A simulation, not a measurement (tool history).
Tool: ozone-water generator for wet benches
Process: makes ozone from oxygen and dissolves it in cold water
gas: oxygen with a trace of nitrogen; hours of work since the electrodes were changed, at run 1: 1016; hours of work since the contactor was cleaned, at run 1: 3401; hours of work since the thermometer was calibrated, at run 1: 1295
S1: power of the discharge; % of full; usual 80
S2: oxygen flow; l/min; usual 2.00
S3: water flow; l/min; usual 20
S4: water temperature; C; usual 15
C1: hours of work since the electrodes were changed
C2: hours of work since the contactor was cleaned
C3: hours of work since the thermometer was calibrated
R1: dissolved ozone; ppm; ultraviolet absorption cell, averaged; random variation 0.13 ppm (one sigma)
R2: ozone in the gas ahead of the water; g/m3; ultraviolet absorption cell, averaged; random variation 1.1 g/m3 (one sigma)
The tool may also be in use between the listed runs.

run,hour,S1,S2,S3,S4,C1,C2,C3,R1,R2
1,0.0,80,2.00,20,15,1016,3401,1295,12.1,198.2
2,142.9,56,2.00,20,15,1153,3538,1432,9.1,147.8
3,314.5,56,2.00,20,15,1317,3703,1597,9.1,148.3
4,403.7,56,2.00,20,15,1403,3788,1682,9.1,149.1
5,546.9,80,2.00,20,7,1540,3925,1819,12.3,192.7
6,703.8,62,2.00,20,7,1691,4076,1970,9.9,159.7
# hour 718.8: contactor cleaned
7,797.8,62,2.00,20,7,1777,76,2056,9.9,158.8
8,945.9,62,3.19,20,7,1919,218,2198,12.2,136.5
9,1108.0,62,2.32,17,13,2074,373,2353,12.1,152.1
10,1202.3,95,2.63,17,13,2164,463,2444,16.8,195.5
11,1363.4,80,2.00,14,15,2319,618,2598,16.1,187.3
12,1495.7,80,1.05,20,9,2446,744,2725,8.2,232.9

3 ways to go on from here, each from the tool as it stands after run 12. What would each give?
# hour 1526.7: contactor cleaned, once more
A,1657.6,80,1.16,20,12,2597,125,2876,?,?
# hour 1526.7: contactor cleaned, once more
B,1657.6,58,1.05,20,9,2597,125,2876,?,?
# hour 1526.7: contactor cleaned, once more
C,1657.6,60,1.05,20,9,2597,125,2876,?,?

run,R1,R2
A,9.1,224.5
B,7.0,183.7
C,7.3,190.0
Without the tool's hidden state the same runs would have given:
run,R1,R2
A,10.1,248.0
B,7.6,198.6
C,8.0,205.9
